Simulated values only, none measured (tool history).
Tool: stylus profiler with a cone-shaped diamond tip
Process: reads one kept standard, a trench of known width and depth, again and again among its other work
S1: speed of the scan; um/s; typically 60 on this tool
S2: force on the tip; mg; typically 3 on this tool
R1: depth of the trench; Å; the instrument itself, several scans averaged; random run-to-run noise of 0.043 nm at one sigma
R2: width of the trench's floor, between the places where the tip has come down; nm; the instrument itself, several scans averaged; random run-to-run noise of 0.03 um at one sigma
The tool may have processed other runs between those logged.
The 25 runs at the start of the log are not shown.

run   hour   S1    S2      R1     R2
 26    394   48  1.59  1011.5  17840
 27  405.1   48  1.59  1011.1  17820
 28  422.2   41  1.64  1011.7  17910
 29  436.6   90  6.36  1022.1  17870
 30  451.1   44  2.92  1014.7  17870
 31  460.5   60  7.25  1023.2  17930
 32  473.3   60  7.23  1023.2  17940
 33    490  200     3  1014.9  17190
 34  510.7   55     3  1014.8  17890
 35  531.6   92  7.93  1024.8  17840
 36  548.4  137  7.93    1025  17660
 37  569.5  150     3  1014.4  17380
 38    588   29     3  1015.6  17930
 39  610.1   29  1.17    1010  17840
 40  627.1   26  7.07  1023.2  17950
 41    645   67  1.13  1009.3  17550
 42  660.7   67  1.13  1009.9  17570

Branching from run 42: 3 alternative next runs. What would each branch give?
  A  681.2  152  5.56   ?   ?
  B  681.2   60  2.62   ?   ?
  C  681.2   22  3.36   ?   ?

run      R1     R2
  A  1021.2  17530
  B  1013.6  17730
  C  1016.5  17890
Had the tool no hidden state, the same runs would have come out as:
run      R1     R2
  A  1017.1  18110
  B  1009.5  18320
  C  1012.4  18470

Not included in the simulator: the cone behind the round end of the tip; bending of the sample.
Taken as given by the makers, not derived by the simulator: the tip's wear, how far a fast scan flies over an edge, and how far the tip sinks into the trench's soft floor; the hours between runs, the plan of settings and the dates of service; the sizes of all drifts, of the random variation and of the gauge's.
